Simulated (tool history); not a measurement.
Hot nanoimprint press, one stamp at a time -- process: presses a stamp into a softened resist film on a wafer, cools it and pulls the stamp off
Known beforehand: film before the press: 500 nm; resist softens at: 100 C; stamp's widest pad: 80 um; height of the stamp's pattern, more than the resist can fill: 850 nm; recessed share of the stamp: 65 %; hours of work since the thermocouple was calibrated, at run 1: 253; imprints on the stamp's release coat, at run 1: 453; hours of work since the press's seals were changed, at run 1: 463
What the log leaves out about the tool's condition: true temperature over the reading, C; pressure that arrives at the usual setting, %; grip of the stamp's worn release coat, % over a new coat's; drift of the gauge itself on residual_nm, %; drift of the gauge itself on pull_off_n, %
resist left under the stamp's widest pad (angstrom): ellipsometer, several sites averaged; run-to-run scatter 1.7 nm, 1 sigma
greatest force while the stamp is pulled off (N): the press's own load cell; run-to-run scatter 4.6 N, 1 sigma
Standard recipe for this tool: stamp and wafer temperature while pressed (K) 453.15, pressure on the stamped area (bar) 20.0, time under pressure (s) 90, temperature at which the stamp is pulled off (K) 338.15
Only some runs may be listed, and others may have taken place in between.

run,day,stamp and wafer temperature while pressed (K),pressure on the stamped area (bar),time under pressure (s),temperature at which the stamp is pulled off (K),hours of work since the thermocouple was calibrated,imprints on the stamp's release coat,hours of work since the press's seals were changed,resist left under the stamp's widest pad (angstrom),greatest force while the stamp is pulled off (N)
1,0.000,453.15,20.0,90,338.15,253,453,463,2651,235
2,1.775,453.15,20.0,90,338.15,285,636,495,2647,242
# day 3.546: press's hydraulic seals changed and the load cell set to zero
# day 4.279: stamp cleaned and given a new release coat
3,4.862,453.15,20.0,73,338.15,329,60,19,2802,220
4,6.908,453.15,20.0,90,338.15,366,271,55,2617,228
5,9.379,453.15,20.0,90,338.15,410,526,99,2596,237
6,11.417,453.15,23.8,90,338.15,446,736,136,2405,243
# day 12.462: stamp cleaned and given a new release coat
7,13.721,453.15,23.8,90,338.15,483,130,172,2379,212
8,15.729,453.15,20.0,90,338.15,519,337,208,2584,217
9,18.325,453.15,20.0,90,338.15,565,605,255,2587,238
# day 18.975: plate thermocouple calibrated
10,19.600,453.15,20.0,105,338.15,11,723,275,2358,235
# day 20.758: stamp cleaned and given a new release coat
11,21.492,453.15,20.0,105,338.15,40,76,304,2349,202
12,24.192,453.15,20.0,90,338.15,88,354,352,2480,212
13,25.517,453.15,20.0,90,332.15,112,491,376,2453,256
14,27.471,453.15,20.0,90,329.15,147,692,411,2466,279
# day 28.862: stamp cleaned and given a new release coat
15,30.425,444.15,20.0,90,323.15,195,161,459,2931,284
# day 31.542: plate thermocouple calibrated, once more
16,33.200,453.15,13.0,90,341.15,30,435,506,3234,220
# day 34.271: press's hydraulic seals changed and the load cell set to zero
17,36.029,453.15,14.5,90,341.15,74,692,31,3067,235
# day 37.450: stamp cleaned and given a new release coat
18,38.833,454.15,20.0,90,344.15,120,142,77,2620,189
19,40.450,453.15,18.9,90,338.15,148,309,106,2771,227
20,43.033,446.15,12.4,123,334.15,194,576,152,3417,278
# day 45.612: stamp cleaned and given a new release coat
21,46.029,446.15,12.4,123,334.15,243,44,201,3404,251
22,48.717,446.15,12.4,163,335.15,291,321,249,3140,258
23,50.921,453.15,20.0,46,333.15,331,548,288,3222,271
24,52.825,457.15,20.0,59,333.15,365,744,322,2731,280

Alternative continuations, all from the tool just after run 24; predict every row:
# day 53.779: stamp cleaned and given a new release coat
A,55.700,455.15,20.0,158,333.15,411,198,369,?,?
# day 53.779: stamp cleaned and given a new release coat
B,55.700,453.15,20.0,85,330.15,411,198,369,?,?
# day 53.779: stamp cleaned and given a new release coat
C,55.700,444.15,20.0,152,333.15,411,198,369,?,?

run,resist left under the stamp's widest pad (angstrom),greatest force while the stamp is pulled off (N)
A,2068,248
B,2636,272
C,2732,250
The same runs, with their run-to-run variation unchanged, on a tool lacking any hidden condition would have given:
run,resist left under the stamp's widest pad (angstrom),greatest force while the stamp is pulled off (N)
A,2119,247
B,2696,270
C,2806,249
